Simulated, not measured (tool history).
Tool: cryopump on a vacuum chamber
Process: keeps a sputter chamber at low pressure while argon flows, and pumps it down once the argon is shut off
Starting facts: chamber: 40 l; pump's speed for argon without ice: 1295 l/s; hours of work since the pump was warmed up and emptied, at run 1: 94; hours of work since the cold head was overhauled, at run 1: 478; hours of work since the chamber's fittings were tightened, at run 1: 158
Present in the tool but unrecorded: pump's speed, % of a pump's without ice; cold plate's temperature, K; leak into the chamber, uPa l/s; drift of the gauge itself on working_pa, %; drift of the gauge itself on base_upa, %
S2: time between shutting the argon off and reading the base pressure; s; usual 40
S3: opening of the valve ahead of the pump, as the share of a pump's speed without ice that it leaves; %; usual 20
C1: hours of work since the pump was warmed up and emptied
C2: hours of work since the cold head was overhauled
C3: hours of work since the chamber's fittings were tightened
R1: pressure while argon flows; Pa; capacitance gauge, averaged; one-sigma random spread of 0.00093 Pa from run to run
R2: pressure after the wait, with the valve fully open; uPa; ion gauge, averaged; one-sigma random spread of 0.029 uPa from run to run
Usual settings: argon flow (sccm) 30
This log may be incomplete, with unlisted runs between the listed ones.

run 1 hour=0.0 | argon_flow_(sccm)=30 S2=40 S3=20 | C1=94 C2=478 C3=158 | R1=0.2004 R2=1.64
run 2 hour=12.2 | argon_flow_(sccm)=30 S2=40 S3=20 | C1=105 C2=488 C3=169 | R1=0.1984 R2=1.61
run 3 hour=24.9 | argon_flow_(sccm)=30 S2=40 S3=20 | C1=116 C2=500 C3=180 | R1=0.2008 R2=1.63
run 4 hour=36.5 | argon_flow_(sccm)=30 S2=40 S3=20 | C1=126 C2=510 C3=191 | R1=0.2005 R2=1.58
run 5 hour=48.3 | argon_flow_(sccm)=30 S2=40 S3=20 | C1=137 C2=520 C3=201 | R1=0.2031 R2=1.72
run 6 hour=58.0 | argon_flow_(sccm)=30 S2=40 S3=20 | C1=145 C2=529 C3=210 | R1=0.2015 R2=1.64
run 7 hour=71.9 | argon_flow_(sccm)=50 S2=40 S3=20 | C1=157 C2=541 C3=222 | R1=0.3368 R2=1.62
run 8 hour=89.4 | argon_flow_(sccm)=50 S2=40 S3=20 | C1=173 C2=557 C3=237 | R1=0.3377 R2=1.74
run 9 hour=96.7 | argon_flow_(sccm)=50 S2=40 S3=20 | C1=179 C2=563 C3=244 | R1=0.3397 R2=1.68
run 10 hour=112.8 | argon_flow_(sccm)=50 S2=40 S3=20 | C1=194 C2=577 C3=258 | R1=0.3384 R2=1.68
run 11 hour=120.4 | argon_flow_(sccm)=30 S2=157 S3=20 | C1=200 C2=584 C3=265 | R1=0.2042 R2=0.82
run 12 hour=128.4 | argon_flow_(sccm)=30 S2=40 S3=25 | C1=207 C2=591 C3=272 | R1=0.1660 R2=1.68
run 13 hour=140.7 | argon_flow_(sccm)=30 S2=40 S3=20 | C1=218 C2=602 C3=283 | R1=0.2049 R2=1.74
run 14 hour=158.2 | argon_flow_(sccm)=30 S2=40 S3=20 | C1=234 C2=617 C3=298 | R1=0.2052 R2=1.74
run 15 hour=166.4 | argon_flow_(sccm)=30 S2=192 S3=20 | C1=241 C2=625 C3=305 | R1=0.2067 R2=0.79
run 16 hour=178.6 | argon_flow_(sccm)=30 S2=192 S3=31 | C1=252 C2=635 C3=316 | R1=0.1377 R2=0.80
run 17 hour=193.9 | argon_flow_(sccm)=30 S2=192 S3=31 | C1=265 C2=649 C3=330 | R1=0.1406 R2=0.87
run 18 hour=209.9 | argon_flow_(sccm)=30 S2=192 S3=31 | C1=279 C2=663 C3=344 | R1=0.1401 R2=0.86
run 19 hour=222.0 | argon_flow_(sccm)=30 S2=192 S3=31 | C1=290 C2=674 C3=354 | R1=0.1397 R2=0.84
run 20 hour=239.0 | argon_flow_(sccm)=20 S2=241 S3=30 | C1=305 C2=689 C3=369 | R1=0.0965 R2=0.85
run 21 hour=256.2 | argon_flow_(sccm)=53 S2=47 S3=47 | C1=320 C2=704 C3=385 | R1=0.1740 R2=1.68
run 22 hour=271.3 | argon_flow_(sccm)=53 S2=47 S3=47 | C1=333 C2=717 C3=398 | R1=0.1756 R2=1.73
run 23 hour=281.0 | argon_flow_(sccm)=53 S2=47 S3=47 | C1=342 C2=726 C3=407 | R1=0.1765 R2=1.72
run 24 hour=293.1 | argon_flow_(sccm)=53 S2=47 S3=47 | C1=353 C2=736 C3=417 | R1=0.1776 R2=1.77
run 25 hour=302.7 | argon_flow_(sccm)=19 S2=47 S3=33 | C1=361 C2=745 C3=426 | R1=0.0869 R2=1.82
run 26 hour=319.4 | argon_flow_(sccm)=19 S2=47 S3=33 | C1=376 C2=760 C3=440 | R1=0.0877 R2=1.81
-- hour=329.4 pump warmed up, emptied and cooled again
run 27 hour=340.7 | argon_flow_(sccm)=36 S2=65 S3=20 | C1=10 C2=774 C3=455 | R1=0.2361 R2=1.35
run 28 hour=354.4 | argon_flow_(sccm)=36 S2=65 S3=20 | C1=22 C2=786 C3=467 | R1=0.2360 R2=1.33
run 29 hour=364.0 | argon_flow_(sccm)=13 S2=41 S3=43 | C1=31 C2=795 C3=475 | R1=0.0395 R2=1.73
run 30 hour=379.6 | argon_flow_(sccm)=60 S2=40 S3=20 | C1=44 C2=808 C3=489 | R1=0.3936 R2=1.80
run 31 hour=393.2 | argon_flow_(sccm)=25 S2=100 S3=20 | C1=56 C2=820 C3=501 | R1=0.1663 R2=1.06
run 32 hour=401.1 | argon_flow_(sccm)=25 S2=100 S3=20 | C1=63 C2=827 C3=508 | R1=0.1654 R2=1.11
run 33 hour=413.3 | argon_flow_(sccm)=55 S2=115 S3=28 | C1=74 C2=838 C3=519 | R1=0.2641 R2=1.03
run 34 hour=426.0 | argon_flow_(sccm)=30 S2=77 S3=20 | C1=85 C2=849 C3=530 | R1=0.2000 R2=1.24
run 35 hour=435.1 | argon_flow_(sccm)=14 S2=77 S3=30 | C1=93 C2=857 C3=538 | R1=0.0631 R2=1.28

Below are 3 alternative next runs, each starting from the tool's condition after run 35. Predict each:
run A hour=443.4 | argon_flow_(sccm)=30 S2=24 S3=20 | C1=101 C2=865 C3=546 | R1=? R2=?
run B hour=443.4 | argon_flow_(sccm)=21 S2=40 S3=18 | C1=101 C2=865 C3=546 | R1=? R2=?
run C hour=443.4 | argon_flow_(sccm)=30 S2=231 S3=16 | C1=101 C2=865 C3=546 | R1=? R2=?

run=A R1=0.2011 R2=2.66
run=B R1=0.1546 R2=1.92
run=C R1=0.2490 R2=0.85
Without the tool's hidden state the same runs would have given:
run=A R1=0.1963 R2=2.23
run=B R1=0.1513 R2=1.48
run=C R1=0.2442 R2=0.42
